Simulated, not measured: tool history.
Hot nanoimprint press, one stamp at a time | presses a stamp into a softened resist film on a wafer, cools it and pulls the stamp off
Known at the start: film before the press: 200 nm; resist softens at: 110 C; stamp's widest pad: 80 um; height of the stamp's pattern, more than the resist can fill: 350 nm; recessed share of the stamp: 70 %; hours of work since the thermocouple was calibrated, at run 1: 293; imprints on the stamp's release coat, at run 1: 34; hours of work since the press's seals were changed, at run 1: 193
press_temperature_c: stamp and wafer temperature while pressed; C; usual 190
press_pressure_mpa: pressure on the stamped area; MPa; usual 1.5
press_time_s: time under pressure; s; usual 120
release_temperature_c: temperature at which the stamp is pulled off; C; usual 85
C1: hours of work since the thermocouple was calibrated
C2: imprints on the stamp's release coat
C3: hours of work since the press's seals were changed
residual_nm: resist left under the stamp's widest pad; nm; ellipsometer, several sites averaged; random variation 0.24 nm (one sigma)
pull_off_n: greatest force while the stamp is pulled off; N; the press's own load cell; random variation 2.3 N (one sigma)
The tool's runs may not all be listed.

Run 1, day 0: usual settings; C1 293; C2 34; C3 193. Result: residual_nm 100.3 nm, pull_off_n 204 N.
Run 2, day 0.246: usual settings; C1 296; C2 48; C3 197. Result: residual_nm 100.5 nm, pull_off_n 202 N.
Run 3, day 0.462: usual settings but release_temperature_c 80 C; C1 300; C2 60; C3 200. Result: residual_nm 100.1 nm, pull_off_n 204 N.
Run 4, day 0.708: usual settings but release_temperature_c 80 C; C1 304; C2 73; C3 204. Result: residual_nm 100.4 nm, pull_off_n 209 N.
Run 5, day 1.062: usual settings but release_temperature_c 80 C; C1 309; C2 93; C3 210. Result: residual_nm 100.3 nm, pull_off_n 206 N.
Run 6, day 1.412: usual settings; C1 314; C2 112; C3 215. Result: residual_nm 100.7 nm, pull_off_n 204 N.
Run 7, day 1.746: usual settings but press_temperature_c 191 C, press_pressure_mpa 2.3 MPa, press_time_s 227 s, release_temperature_c 74 C; C1 319; C2 130; C3 220. Result: residual_nm 62.1 nm, pull_off_n 215 N.
Run 8, day 2.108: usual settings but press_temperature_c 200 C, press_pressure_mpa 1.24 MPa, press_time_s 167 s, release_temperature_c 88 C; C1 325; C2 150; C3 226. Result: residual_nm 73.4 nm, pull_off_n 200 N.
Run 9, day 2.346: usual settings but press_temperature_c 200 C, press_pressure_mpa 1.24 MPa, press_time_s 167 s, release_temperature_c 88 C; C1 329; C2 163; C3 229. Result: residual_nm 73.7 nm, pull_off_n 210 N.
Run 10, day 2.671: usual settings but press_temperature_c 200 C, press_pressure_mpa 1.24 MPa, press_time_s 167 s, release_temperature_c 88 C; C1 334; C2 181; C3 234. Result: residual_nm 73.4 nm, pull_off_n 205 N.
Run 11, day 2.971: usual settings but press_time_s 139 s, release_temperature_c 92 C; C1 338; C2 198; C3 239. Result: residual_nm 95.8 nm, pull_off_n 203 N.
Run 12, day 3.333: usual settings but press_temperature_c 179 C, press_pressure_mpa 1.6 MPa, press_time_s 132 s, release_temperature_c 88 C; C1 344; C2 218; C3 244. Result: residual_nm 128.6 nm, pull_off_n 211 N.

5 ways to go on from here, each from the tool as it stands after run 12. What would each give?
Run A, day 3.508: usual settings but press_temperature_c 184 C, press_pressure_mpa 1.31 MPa; C1 346; C2 227; C3 247. Result: residual_nm ?, pull_off_n ?.
Run B, day 3.508: usual settings but press_pressure_mpa 1.31 MPa, press_time_s 61 s; C1 346; C2 227; C3 247. Result: residual_nm ?, pull_off_n ?.
Run C, day 3.508: usual settings but release_temperature_c 82 C; C1 346; C2 227; C3 247. Result: residual_nm ?, pull_off_n ?.
Run D, day 3.508: usual settings but press_temperature_c 183 C, press_time_s 160 s, release_temperature_c 72 C; C1 346; C2 227; C3 247. Result: residual_nm ?, pull_off_n ?.
Run E, day 3.508: usual settings but press_temperature_c 179 C, press_pressure_mpa 1.6 MPa, press_time_s 132 s, release_temperature_c 89 C; C1 346; C2 227; C3 247. Result: residual_nm ?, pull_off_n ?.

run  residual_nm  pull_off_n
  A        124.5         210
  B          132         214
  C        100.9         214
  D        111.1         223
  E          128         206
Without the tool's hidden state the same runs would have given:
run  residual_nm  pull_off_n
  A        123.2         198
  B        130.7         202
  C         99.6         202
  D        109.7         210
  E        126.5         195
